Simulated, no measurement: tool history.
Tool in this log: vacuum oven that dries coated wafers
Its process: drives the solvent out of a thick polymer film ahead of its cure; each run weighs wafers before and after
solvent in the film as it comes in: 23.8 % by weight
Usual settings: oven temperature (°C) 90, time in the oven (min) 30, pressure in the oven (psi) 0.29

run      day  oven temperature (°C)  time in the oven (min)  pressure in the oven (psi)  solvent left in the film (%)
  1        0                     90                      30                        0.29                          2.89
  2    2.196                     90                      30                        0.29                          2.87
  3    3.746                     90                      30                        0.29                          2.92
  4    6.475                     90                      30                        0.29                          2.87
  5      9.2                     90                      30                        0.29                          2.81
  6     12.8                     90                      33                        0.29                          2.64
      15.208  -- oven's thermocouples calibrated
  7   16.517                     90                      33                        0.29                          2.93
  8   19.183                     90                      30                        0.29                          3.21
  9   21.571                     90                      30                        0.29                          3.24
 10   24.467                     90                      30                       0.573                          4.63
 11   26.458                     90                      30                       0.573                          4.59
 12   29.608                     90                      30                       0.573                          4.56
 13   32.467                     90                      48                        0.29                          2.22
 14   35.758                     90                      30                        0.29                          3.17
 15   38.225                     90                      18                        0.29                          5.53
      39.825  -- vacuum gauge cleaned of residue and calibrated
 16   41.646                     90                      18                        0.29                          4.98
 17   43.454                     81                      30                        0.29                             5
 18   45.175                     81                      30                        0.29                          5.03
 19   47.892                     90                      30                        0.29                           2.7
 20   50.154                     90                      30                        0.29                          2.64
 21   52.538                     75                      30                        0.29                          7.17
 22   56.167                     90                      30                       0.421                          3.22
 23   58.267                     90                      21                       0.421                          4.64
 24   60.379                     86                      42                        1.06                          6.71
 25   63.721                     95                      36                        0.45                           2.1
 26   65.904                     95                      27                        0.45                          2.65
 27   67.592                     75                      19                        0.29                         10.03
 28   69.942                     75                      19                        0.29                          9.95
 29    71.95                     90                      30                       0.173                          2.03
 30     74.1                     90                      30                       0.173                          2.08
 31   77.554                     97                      30                       0.396                          1.93
 32   80.188                     76                      31                        0.29                          6.43
 33   83.846                     76                      31                        0.29                          6.53
 34   86.421                     96                      30                        0.29                          1.68
 35   89.183                     90                      22                       0.183                          3.25
 36   91.162                     90                      22                       0.183                          3.29
 37   93.821                     79                      27                       0.439                          7.09
 38   95.988                     79                      27                       0.439                           7.1
 39   99.754                     79                      27                       0.439                          6.91
 40  103.546                     79                      27                       0.439                          7.06
 41  106.708                     79                      27                       0.439                          6.91
 42  109.892                     79                      27                       0.439                          6.95
 43  113.275                     79                      27                       0.439                          7.05
 44  117.012                     79                      27                       0.439                          6.92
     120.396  -- oven's thermocouples calibrated
 45  120.521                     79                      27                       0.439                          7.72
 46  123.267                     79                      22                       0.439                          8.82

Measured less the same run without the tool's hidden state. The same run-to-run variation is in both; the gauge's scatter may not be:
Hidden state present: true wafer temperature over the reading, C; true pressure over the reading, kPa; drift of the gauge itself on solvent_pct, %.
run  solvent left in the film (%)
  1                         +0.12
  2                         +0.11
  3                         +0.11
  4                          +0.1
  5                          +0.1
  6                         +0.15
  7                         +0.51
  8                          +0.5
  9                          +0.5
 10                         +0.49
 11                         +0.48
 12                         +0.47
 13                         +0.55
 14                         +0.47
 15                         +0.35
 16                         -0.19
 17                          -0.2
 18                         -0.21
 19                         -0.12
 20                         -0.12
 21                         -0.27
 22                         -0.15
 23                         -0.24
 24                         -0.26
 25                         -0.06
 26                         -0.14
 27                         -0.35
 28                         -0.36
 29                         -0.13
 30                         -0.13
 31                         -0.08
 32                         -0.36
 33                         -0.38
 34                         -0.07
 35                          -0.3
 36                         -0.29
 37                         -0.46
 38                         -0.47
 39                         -0.48
 40                         -0.51
 41                         -0.51
 42                         -0.52
 43                         -0.54
 44                         -0.55
 45                         +0.22
 46                         +0.17

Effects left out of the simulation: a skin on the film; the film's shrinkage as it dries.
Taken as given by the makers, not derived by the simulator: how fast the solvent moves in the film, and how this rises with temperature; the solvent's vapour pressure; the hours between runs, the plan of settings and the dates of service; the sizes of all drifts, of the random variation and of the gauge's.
